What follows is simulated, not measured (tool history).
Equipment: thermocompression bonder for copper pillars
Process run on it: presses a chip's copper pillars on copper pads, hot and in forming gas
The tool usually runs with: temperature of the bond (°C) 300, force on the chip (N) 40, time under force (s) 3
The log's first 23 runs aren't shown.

run    hour  temperature of the bond (°C)  force on the chip (N)  time under force (s)  hours of work since the heater was calibrated  hours of work since the force cell was calibrated  hours of work since the gas filter was changed  force that shears a chip off (N)
 24  1571.8                           314                     36                     6                                             83                                                577                                             155                              52.1
     1590.9  -- forming gas filter changed
 25  1633.2                           314                     36                     6                                            127                                                621                                              30                              56.5
 26  1696.5                           300                     40                     2                                            172                                                666                                              76                              35.5
 27  1737.3                           300                     40                     2                                            201                                                695                                             105                              34.8
 28  1793.6                           300                     48                     5                                            242                                                735                                             145                                58
     1826.6  -- forming gas filter changed
 29  1840.8                           273                     45                     3                                            275                                                769                                              10                              38.3
 30    1903                           320                     51                     2                                            320                                                813                                              55                              55.7
     1933.3  -- force cell calibrated
 31  1944.6                           324                     40                     5                                            348                                                  8                                              83                              64.2
 32    1994                           296                     40                     8                                            384                                                 43                                             119                              60.1
     2062.6  -- forming gas filter changed
 33  2068.8                           293                     42                     8                                            437                                                 97                                               4                              65.6
 34    2166                           293                     42                     8                                            507                                                166                                              74                              63.4
 35  2225.3                           293                     42                     8                                            549                                                209                                             116                              61.9
 36  2289.3                           313                     39                     8                                            595                                                254                                             162                              64.7
     2296.6  -- forming gas filter changed
 37  2338.7                           300                     38                     2                                            630                                                290                                              30                              37.8
 38  2399.4                           297                     38                     8                                            673                                                333                                              74                              59.8

Here are 3 independent what-if runs from the current tool condition. What would each one return?
  A  2489.9                           300                     27                     3                                            738                                                398                                             138                                 ?
  B  2489.9                           300                     33                     3                                            738                                                398                                             138                                 ?
  C  2489.9                           317                     43                     3                                            738                                                398                                             138                                 ?

run  force that shears a chip off (N)
  A                                28
  B                              34.9
  C                              54.1
What these runs would have given with no unlogged condition in the tool:
run  force that shears a chip off (N)
  A                              29.7
  B                              37.1
  C                              57.8

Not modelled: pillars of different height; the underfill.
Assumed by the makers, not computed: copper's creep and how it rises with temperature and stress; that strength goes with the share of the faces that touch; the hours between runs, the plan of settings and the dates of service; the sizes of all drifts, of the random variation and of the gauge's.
